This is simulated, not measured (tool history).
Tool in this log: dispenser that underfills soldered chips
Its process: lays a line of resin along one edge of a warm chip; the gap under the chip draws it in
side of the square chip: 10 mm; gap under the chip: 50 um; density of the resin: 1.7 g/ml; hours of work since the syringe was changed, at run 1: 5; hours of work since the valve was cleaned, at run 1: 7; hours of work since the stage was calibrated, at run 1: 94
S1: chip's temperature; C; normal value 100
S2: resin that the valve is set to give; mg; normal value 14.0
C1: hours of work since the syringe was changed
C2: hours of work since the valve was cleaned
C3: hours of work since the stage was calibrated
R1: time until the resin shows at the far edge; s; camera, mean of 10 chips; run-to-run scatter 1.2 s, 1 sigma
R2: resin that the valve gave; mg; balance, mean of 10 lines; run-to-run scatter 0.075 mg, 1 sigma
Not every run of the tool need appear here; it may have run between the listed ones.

run	hour	S1	S2	C1	C2	C3	R1	R2
1	0.0	100	14.0	5	7	94	160.0	14.08
2	3.7	102	14.0	7	9	97	177.4	13.88
# hour 4.8: new syringe of resin
3	7.1	102	15.8	1	11	99	114.2	15.77
4	10.3	102	15.8	3	13	100	136.5	15.65
5	15.6	102	15.8	7	16	104	176.7	15.73
# hour 17.4: new syringe of resin
6	20.2	100	14.0	2	18	106	131.7	13.73
7	24.0	100	14.0	4	21	109	159.9	13.89
# hour 30.1: new syringe of resin
8	30.1	100	14.1	0	24	112	115.8	13.96
9	35.3	100	13.8	3	27	115	148.8	13.64
10	41.5	100	13.8	7	31	119	200.7	13.77
# hour 42.6: new syringe of resin
11	47.3	90	13.8	3	34	122	222.7	13.55
12	53.6	90	13.8	7	38	126	306.4	13.56
# hour 55.1: new syringe of resin
13	60.6	100	13.5	3	42	130	151.4	13.09
# hour 67.6: new syringe of resin
14	67.6	110	14.4	0	46	134	76.5	13.92
15	73.1	110	14.4	3	50	138	96.1	13.91
16	78.9	89	17.3	7	53	141	338.3	16.81
# hour 80.3: new syringe of resin
17	85.9	89	17.3	3	57	145	255.5	16.50
18	91.3	108	13.5	7	61	148	136.4	13.00
# hour 92.8: new syringe of resin
19	97.6	94	12.7	3	64	152	197.0	12.13
20	101.2	85	14.0	5	66	154	358.1	13.40
21	104.8	86	14.0	7	69	156	408.9	13.49
# hour 105.6: new syringe of resin
22	110.1	113	13.5	3	72	159	82.5	12.87
23	116.0	92	15.5	6	75	163	280.2	14.72
# hour 118.3: new syringe of resin
24	119.4	92	15.5	1	77	165	182.7	14.76

Each row is a separate what-if for the run after 24, all from the same tool condition, not one after another. Results?
A	124.6	92	12.4	4	80	168	?	?
B	124.6	100	13.0	4	80	168	?	?
C	124.6	102	12.7	4	80	168	?	?
D	124.6	106	14.5	4	80	168	?	?

run	R1	R2
A	241.5	11.85
B	162.8	12.40
C	149.1	12.06
D	123.7	13.88
The same runs, with their run-to-run variation unchanged, on a tool lacking any hidden condition would have given:
run	R1	R2
A	171.0	12.46
B	115.6	13.03
C	106.0	12.68
D	88.3	14.59
